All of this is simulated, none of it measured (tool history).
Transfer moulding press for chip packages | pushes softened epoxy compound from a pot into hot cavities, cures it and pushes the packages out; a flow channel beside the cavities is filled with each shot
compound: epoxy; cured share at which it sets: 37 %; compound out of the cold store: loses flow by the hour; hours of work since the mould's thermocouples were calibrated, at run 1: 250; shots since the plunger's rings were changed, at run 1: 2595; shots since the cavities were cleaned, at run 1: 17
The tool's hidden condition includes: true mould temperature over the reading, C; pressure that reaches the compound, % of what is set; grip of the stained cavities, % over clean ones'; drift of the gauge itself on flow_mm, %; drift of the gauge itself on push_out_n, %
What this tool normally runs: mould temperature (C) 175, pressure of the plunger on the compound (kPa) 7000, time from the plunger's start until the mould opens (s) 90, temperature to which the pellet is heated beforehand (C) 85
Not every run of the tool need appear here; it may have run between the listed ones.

run,day,mould temperature (C),pressure of the plunger on the compound (kPa),time from the plunger's start until the mould opens (s),temperature to which the pellet is heated beforehand (C),hours of work since the mould's thermocouples were calibrated,shots since the plunger's rings were changed,shots since the cavities were cleaned,incoming compound's hours out of the cold store,length that the compound runs in the flow channel (mm),greatest force on the pins that push the packages out (N)
1,0,175,7000,90,85,250,2595,17,16.6,648,457
# day 0.312: plunger's sealing rings changed
2,0.321,175,7000,90,85,254,4,98,37.3,596,524
3,0.575,175,7000,90,85,259,98,192,24,645,582
4,0.921,175,7000,90,85,266,226,320,46,566,636
5,1.158,175,7000,90,85,270,315,409,40.1,585,672
6,1.346,175,7000,90,85,273,384,478,24.6,643,734
7,1.538,175,6470,90,85,277,455,549,32.6,584,729
8,1.912,175,6470,90,85,284,594,688,42.4,551,801
9,2.108,175,7000,90,85,288,668,762,17.4,668,858
10,2.3,170,5920,86,85,291,738,832,31.2,573,1051
# day 2.592: cavities cleaned with cleaning compound and waxed
11,2.633,170,5920,86,85,296,840,17,28.7,589,637
12,2.896,170,8290,108,87,301,937,114,38.6,647,562
13,3.254,173,7300,79,78,308,1069,246,34,619,743
14,3.638,175,6450,115,88,315,1212,389,8.6,670,659
15,3.875,181,7000,112,85,319,1300,477,11.1,665,647
16,4.142,175,7000,104,90,324,1400,577,30.4,611,735
17,4.317,172,7000,85,76,328,1465,642,22.3,650,960
18,4.621,172,7000,85,76,333,1578,755,36.4,596,914

Here are 4 independent what-if runs from the current tool condition. What would each one return?
A,5.004,180,7000,80,93,340,1720,897,21.9,?,?
B,5.004,179,7000,90,86,340,1720,897,32.7,?,?
C,5.004,175,7000,84,85,340,1720,897,42.7,?,?
D,5.004,175,6510,108,81,340,1720,897,42.7,?,?

run,length that the compound runs in the flow channel (mm),greatest force on the pins that push the packages out (N)
A,625,837
B,587,825
C,568,868
D,543,809
What these runs would have given with no unlogged condition in the tool:
run,length that the compound runs in the flow channel (mm),greatest force on the pins that push the packages out (N)
A,643,442
B,604,437
C,584,453
D,558,423
